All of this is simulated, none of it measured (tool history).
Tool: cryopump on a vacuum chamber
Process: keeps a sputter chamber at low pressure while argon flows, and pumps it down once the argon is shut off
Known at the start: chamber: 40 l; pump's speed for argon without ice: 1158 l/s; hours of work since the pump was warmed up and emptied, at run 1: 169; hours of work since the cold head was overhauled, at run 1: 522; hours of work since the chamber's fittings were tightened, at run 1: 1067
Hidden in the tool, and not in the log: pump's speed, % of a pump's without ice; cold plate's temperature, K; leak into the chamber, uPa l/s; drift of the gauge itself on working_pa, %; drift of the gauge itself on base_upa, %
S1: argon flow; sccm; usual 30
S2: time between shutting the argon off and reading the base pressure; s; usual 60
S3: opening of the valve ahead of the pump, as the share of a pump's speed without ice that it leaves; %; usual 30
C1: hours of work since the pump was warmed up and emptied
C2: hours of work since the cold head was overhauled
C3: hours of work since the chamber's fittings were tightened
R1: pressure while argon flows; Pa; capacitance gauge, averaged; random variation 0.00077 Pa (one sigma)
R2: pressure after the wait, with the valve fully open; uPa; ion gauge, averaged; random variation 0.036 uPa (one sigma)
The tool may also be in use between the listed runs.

run 1 hour=0 | S1=30 S2=60 S3=30 | C1=169 C2=522 C3=1067 | R1=0.1497 R2=2.67
run 2 hour=20.3 | S1=30 S2=49 S3=30 | C1=182 C2=535 C3=1080 | R1=0.1498 R2=3.09
run 3 hour=47.2 | S1=30 S2=49 S3=30 | C1=198 C2=551 C3=1096 | R1=0.1517 R2=3.14
run 4 hour=69.5 | S1=30 S2=49 S3=30 | C1=212 C2=565 C3=1110 | R1=0.1506 R2=3.1
run 5 hour=82.6 | S1=30 S2=49 S3=30 | C1=220 C2=573 C3=1118 | R1=0.1515 R2=3.14
run 6 hour=97.7 | S1=30 S2=60 S3=30 | C1=230 C2=583 C3=1128 | R1=0.1524 R2=2.72
run 7 hour=121.6 | S1=30 S2=208 S3=30 | C1=245 C2=598 C3=1143 | R1=0.1518 R2=1.54
run 8 hour=147.2 | S1=30 S2=208 S3=30 | C1=261 C2=613 C3=1159 | R1=0.152 R2=1.54
run 9 hour=170.1 | S1=30 S2=41 S3=30 | C1=275 C2=628 C3=1173 | R1=0.1529 R2=3.8
run 10 hour=183.8 | S1=30 S2=60 S3=30 | C1=284 C2=636 C3=1181 | R1=0.1527 R2=2.84
run 11 hour=212.5 | S1=30 S2=60 S3=30 | C1=301 C2=654 C3=1199 | R1=0.1528 R2=2.81
run 12 hour=230.2 | S1=30 S2=60 S3=36 | C1=312 C2=665 C3=1210 | R1=0.1303 R2=2.88
run 13 hour=244.7 | S1=30 S2=60 S3=36 | C1=321 C2=674 C3=1219 | R1=0.1292 R2=2.9
run 14 hour=266.1 | S1=30 S2=197 S3=36 | C1=335 C2=688 C3=1233 | R1=0.1298 R2=1.7
run 15 hour=282.4 | S1=30 S2=60 S3=30 | C1=345 C2=698 C3=1243 | R1=0.1545 R2=2.87
-- hour=296.4 pump warmed up, emptied and cooled again
run 16 hour=311.4 | S1=30 S2=147 S3=30 | C1=9 C2=713 C3=1258 | R1=0.1467 R2=1.74
run 17 hour=339.3 | S1=30 S2=60 S3=30 | C1=27 C2=730 C3=1275 | R1=0.1471 R2=2.79
run 18 hour=360.1 | S1=13 S2=209 S3=23 | C1=40 C2=743 C3=1288 | R1=0.0834 R2=1.49
run 19 hour=386.9 | S1=16 S2=31 S3=21 | C1=56 C2=760 C3=1305 | R1=0.1106 R2=4.36
run 20 hour=410.2 | S1=54 S2=251 S3=51 | C1=71 C2=774 C3=1319 | R1=0.1583 R2=1.47
run 21 hour=424.7 | S1=58 S2=70 S3=16 | C1=80 C2=783 C3=1328 | R1=0.5375 R2=2.58
run 22 hour=450.9 | S1=40 S2=219 S3=24 | C1=96 C2=799 C3=1345 | R1=0.2463 R2=1.56
run 23 hour=476.5 | S1=19 S2=113 S3=32 | C1=112 C2=815 C3=1360 | R1=0.088 R2=2.11
-- hour=490.5 leaking fittings of the chamber tightened, without venting
run 24 hour=505.3 | S1=27 S2=59 S3=17 | C1=129 C2=832 C3=9 | R1=0.2347 R2=2.16
run 25 hour=526.8 | S1=27 S2=59 S3=17 | C1=142 C2=846 C3=23 | R1=0.2363 R2=2.05
run 26 hour=540.6 | S1=30 S2=26 S3=30 | C1=151 C2=854 C3=31 | R1=0.1505 R2=4.25
run 27 hour=568.4 | S1=19 S2=100 S3=40 | C1=168 C2=871 C3=48 | R1=0.0716 R2=1.37
run 28 hour=580.9 | S1=30 S2=186 S3=30 | C1=176 C2=879 C3=56 | R1=0.1509 R2=0.9
run 29 hour=608.8 | S1=39 S2=252 S3=16 | C1=193 C2=897 C3=74 | R1=0.3623 R2=0.74
run 30 hour=628.7 | S1=58 S2=83 S3=46 | C1=206 C2=909 C3=86 | R1=0.1926 R2=1.61
run 31 hour=648.4 | S1=24 S2=24 S3=34 | C1=218 C2=921 C3=98 | R1=0.1077 R2=4.71
run 32 hour=672.2 | S1=39 S2=24 S3=34 | C1=233 C2=936 C3=113 | R1=0.1742 R2=4.8
run 33 hour=686.4 | S1=39 S2=24 S3=34 | C1=242 C2=945 C3=122 | R1=0.1744 R2=4.69

Forecast run 34:
run 34 hour=709.1 | S1=49 S2=60 S3=16 | C1=256 C2=959 C3=136 | R1=? R2=?

Run 34 gave R1 0.4578 Pa, R2 2.12 uPa.
Without the tool's hidden state the same run would have given R1 0.4475 Pa, R2 2 uPa.
